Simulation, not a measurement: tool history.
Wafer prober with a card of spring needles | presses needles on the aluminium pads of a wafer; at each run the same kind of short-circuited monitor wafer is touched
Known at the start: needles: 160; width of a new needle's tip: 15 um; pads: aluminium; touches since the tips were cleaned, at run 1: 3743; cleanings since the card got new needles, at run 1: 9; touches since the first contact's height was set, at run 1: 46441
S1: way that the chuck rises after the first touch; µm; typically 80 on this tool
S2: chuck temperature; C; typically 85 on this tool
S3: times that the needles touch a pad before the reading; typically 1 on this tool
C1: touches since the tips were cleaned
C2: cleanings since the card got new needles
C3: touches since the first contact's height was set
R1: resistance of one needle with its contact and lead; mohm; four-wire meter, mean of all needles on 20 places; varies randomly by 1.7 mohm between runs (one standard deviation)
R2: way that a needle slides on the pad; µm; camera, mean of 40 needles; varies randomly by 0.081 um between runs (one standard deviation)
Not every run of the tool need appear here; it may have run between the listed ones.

| run | day | S1 | S2 | S3 | C1 | C2 | C3 | R1 | R2 |
|---|---|---|---|---|---|---|---|---|---|
| 1 | 0.000 | 80 | 85 | 1 | 3743 | 9 | 46441 | 191 | 16.50 |
|  | 0.108 | tips cleaned on abrasive film |
| 2 | 0.558 | 80 | 85 | 1 | 1997 | 10 | 48899 | 185 | 16.52 |
|  | 1.050 | tips cleaned on abrasive film |
| 3 | 1.096 | 80 | 85 | 1 | 199 | 11 | 51281 | 182 | 16.52 |
| 4 | 1.925 | 80 | 41 | 1 | 3872 | 11 | 54954 | 179 | 16.43 |
|  | 2.054 | tips cleaned on abrasive film |
| 5 | 2.783 | 80 | 41 | 1 | 3253 | 12 | 58764 | 183 | 16.37 |
|  | 3.029 | tips cleaned on abrasive film |
| 6 | 3.612 | 80 | 41 | 1 | 2597 | 13 | 62423 | 184 | 16.42 |
|  | 4.000 | tips cleaned on abrasive film |
| 7 | 4.492 | 80 | 41 | 1 | 2181 | 14 | 66321 | 179 | 16.38 |
|  | 4.958 | tips cleaned on abrasive film |
| 8 | 5.162 | 80 | 85 | 1 | 902 | 15 | 69281 | 182 | 16.35 |
| 9 | 5.675 | 80 | 85 | 1 | 3181 | 15 | 71560 | 186 | 16.34 |
|  | 5.912 | tips cleaned on abrasive film |
| 10 | 6.517 | 80 | 85 | 1 | 2688 | 16 | 75281 | 188 | 16.25 |
|  | 6.867 | tips cleaned on abrasive film |
| 11 | 7.362 | 80 | 85 | 1 | 2207 | 17 | 79027 | 186 | 16.20 |
|  | 7.829 | tips cleaned on abrasive film |
| 12 | 8.183 | 80 | 85 | 1 | 1576 | 18 | 82664 | 182 | 16.18 |
| 13 | 8.588 | 80 | 85 | 1 | 3359 | 18 | 84447 | 188 | 16.21 |
|  | 8.796 | tips cleaned on abrasive film |
| 14 | 9.062 | 80 | 85 | 1 | 1171 | 19 | 86544 | 180 | 16.34 |
|  | 9.742 | tips cleaned on abrasive film |
| 15 | 9.742 | 80 | 85 | 1 | 0 | 20 | 89544 | 179 | 16.15 |
| 16 | 10.150 | 80 | 85 | 1 | 1824 | 20 | 91368 | 188 | 16.20 |
|  | 10.721 | tips cleaned on abrasive film |
| 17 | 10.796 | 80 | 85 | 1 | 350 | 21 | 94228 | 182 | 16.14 |
| 18 | 11.392 | 80 | 89 | 2 | 2988 | 21 | 96866 | 185 | 16.11 |
|  | 11.662 | tips cleaned on abrasive film |
| 19 | 12.200 | 80 | 37 | 2 | 2392 | 22 | 100451 | 178 | 16.14 |

For run 20, what comes out?
| 20 | 12.592 | 72 | 37 | 1 | 4128 | 22 | 102187 | ? | ? |

For run 20 the tool returned R1 184 mohm, R2 14.53 µm.
With the hidden condition absent and the run-to-run variation left alone, this run would have shown R1 172 mohm, R2 15.01 µm.
